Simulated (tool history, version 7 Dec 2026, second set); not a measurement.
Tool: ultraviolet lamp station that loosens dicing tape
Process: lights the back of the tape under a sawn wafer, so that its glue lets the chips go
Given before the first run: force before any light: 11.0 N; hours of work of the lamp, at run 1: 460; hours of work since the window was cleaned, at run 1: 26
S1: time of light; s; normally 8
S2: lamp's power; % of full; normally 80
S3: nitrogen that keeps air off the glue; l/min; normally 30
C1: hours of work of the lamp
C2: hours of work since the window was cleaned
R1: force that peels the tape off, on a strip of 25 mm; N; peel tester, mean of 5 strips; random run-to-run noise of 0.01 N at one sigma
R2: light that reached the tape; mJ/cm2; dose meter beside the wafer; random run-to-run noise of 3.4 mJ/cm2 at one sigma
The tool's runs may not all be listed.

run   hour  S1   S2  S3   C1   C2     R1   R2
  1    0.0   8   80  30  460   26  0.733  464
  2   23.6   8   80  30  474   40  0.730  463
  3   41.9   8   80  30  485   51  0.751  451
  4   58.1   8   80  30  495   61  0.773  449
  5   86.5   8   80  30  512   78  0.757  444
  6  100.4   8   80  30  521   86  0.846  449
  7  116.9   8   80  30  531   96  0.846  442
  8  141.2   8   80  30  545  111  0.874  439
  9  175.0  13   80  30  566  132  0.270  695
 10  202.6   8   80  30  583  148  0.927  425
 11  226.2   8   80  33  597  163  0.905  423
     228.5  -- window cleaned of glue's vapour
 12  256.7   8   80  25  615   17  1.069  414
 13  281.2   8   80  25  630   32  1.133  405
 14  300.7   8   80  25  642   44  1.171  399
 15  330.7   8   70  30  660   62  1.390  346
 16  357.8   8   90  30  676   78  0.848  439
 17  380.5   8   90  30  690   92  0.848  433
     387.8  -- window cleaned of glue's vapour, once more
 18  404.0   8   90  30  704   10  0.739  477
 19  432.8   8   90  30  721   27  0.724  460
 20  464.5  14   79  35  741   46  0.249  708
 21  488.9  16   79  35  755   61  0.196  805
 22  508.1   9   67  42  767   73  0.989  376
 23  532.3   8   82  30  782   88  0.983  407
 24  558.4  15   76  30  797  103  0.283  693
 25  572.3   8   98  30  806  112  0.674  477
 26  594.2   8   74  24  819  125  1.503  358
 27  622.9   8   86  25  837  142  1.078  411
 28  639.1  11   78  49  846  152  0.484  507
 29  657.2  11   98  14  857  163  0.587  623
 30  673.1  11   76  19  867  173  0.883  483
 31  690.4  11   76  19  877  183  0.877  477
 32  724.7  11   76  19  898  204  0.949  464
     757.1  -- lamp changed
 33  758.9  11  100  35    1  224  0.168  884
 34  792.2  11  100  35   21  244  0.167  878

Entry by entry between the runs, the difference in hidden state between the last listed run before and the first listed run after:
In the gap between runs 11 and 12: window cleaned of glue's vapour (hour 228.5)
  lamp's light, % of a new lamp's: 78.8 -> 78.3; light that the window lets through, % of a clean one's: 94.5 -> 93.2
  the result without the hidden state subtracted from the measured one, R1: +0.463 -> +0.563 N; R2: -144 -> -153 mJ/cm2
In the gap between runs 17 and 18: window cleaned of glue's vapour, once more (hour 387.8)
  lamp's light, % of a new lamp's: 75.9 -> 75.4; light that the window lets through, % of a clean one's: 90.5 -> 99.2
  the result without the hidden state subtracted from the measured one, R1: +0.509 -> +0.380 N; R2: -199 -> -161 mJ/cm2
In the gap between runs 32 and 33: lamp changed (hour 757.1)
  lamp's light, % of a new lamp's: 69.1 -> 99.7; light that the window lets through, % of a clean one's: 92.4 -> 91.8
  the result without the hidden state subtracted from the measured one, R1: +0.636 -> +0.016 N; R2: -266 -> -82 mJ/cm2
